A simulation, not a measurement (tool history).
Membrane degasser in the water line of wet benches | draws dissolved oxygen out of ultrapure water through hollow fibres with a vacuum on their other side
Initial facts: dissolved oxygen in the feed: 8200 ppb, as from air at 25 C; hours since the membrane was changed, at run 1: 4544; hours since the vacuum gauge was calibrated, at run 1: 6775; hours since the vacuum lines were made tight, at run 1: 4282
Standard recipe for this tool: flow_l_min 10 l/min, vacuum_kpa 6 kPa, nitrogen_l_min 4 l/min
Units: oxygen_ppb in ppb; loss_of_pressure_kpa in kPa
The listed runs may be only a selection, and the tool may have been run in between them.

run,day,flow_l_min,vacuum_kpa,nitrogen_l_min,hours since the membrane was changed,hours since the vacuum gauge was calibrated,hours since the vacuum lines were made tight,oxygen_ppb,loss_of_pressure_kpa
1,0,10,6,4,4544,6775,4282,87.2,56.77
2,6.925,10,6,4,4710,6942,4448,87.5,56.47
3,11.646,10,6,5.92,4823,7055,4561,80.9,57.05
# day 13.154: vacuum gauge calibrated
# day 19.133: seals of the vacuum lines changed
4,19.133,10,6,5.92,5000,141,0,79.6,57.01
5,25.45,10,6,3.4,5152,293,152,88.1,57.05
6,29.642,10,6,4,5253,394,252,86.2,57.19
7,34.042,10,6,4.42,5358,499,358,85.1,56.97
8,43.117,10,6,4.42,5576,717,576,83.4,57.38
9,50.592,10,6,4.42,5755,896,755,86.5,57.25
10,55.338,7,7.59,6.4,5869,1010,869,24.2,39.91
11,61.342,7,7.59,6.4,6013,1154,1013,25.2,40.01
12,69.05,16,13.4,6.59,6199,1339,1198,399,92.14
13,74.621,10,6,2.49,6332,1473,1332,99.3,57.67
14,81.938,10,6,2.49,6508,1649,1507,99.3,57.69
15,89.704,15,10.35,2.98,6694,1835,1694,377,86.58
16,95.858,15,10.35,2.98,6842,1983,1841,376.6,86.77
17,102.929,7,10.35,10.49,7012,2153,2011,25.7,40.56
18,111.654,8,3.63,4,7221,2362,2221,29.2,46.65

Below, some changes in oxygen_ppb between adjacent runs. For each, the amount present without the hidden state too (settings, incoming material, random variation) and the amount remaining for the hidden state with gauge scatter not shared by both compared results:
Hidden state present: membrane still open, %; true pressure behind the membrane over the reading, kPa; air that leaks in behind the membrane, l/min; drift of the gauge itself on oxygen_ppb, %; drift of the gauge itself on loss_of_pressure_kpa, %.
Run 11 -> 12: flow_l_min 7 -> 16, vacuum_kpa 7.59 -> 13.4, nitrogen_l_min 6.4 -> 6.59. oxygen_ppb +373.8 ppb: hidden state +50.7, all else +323.1.
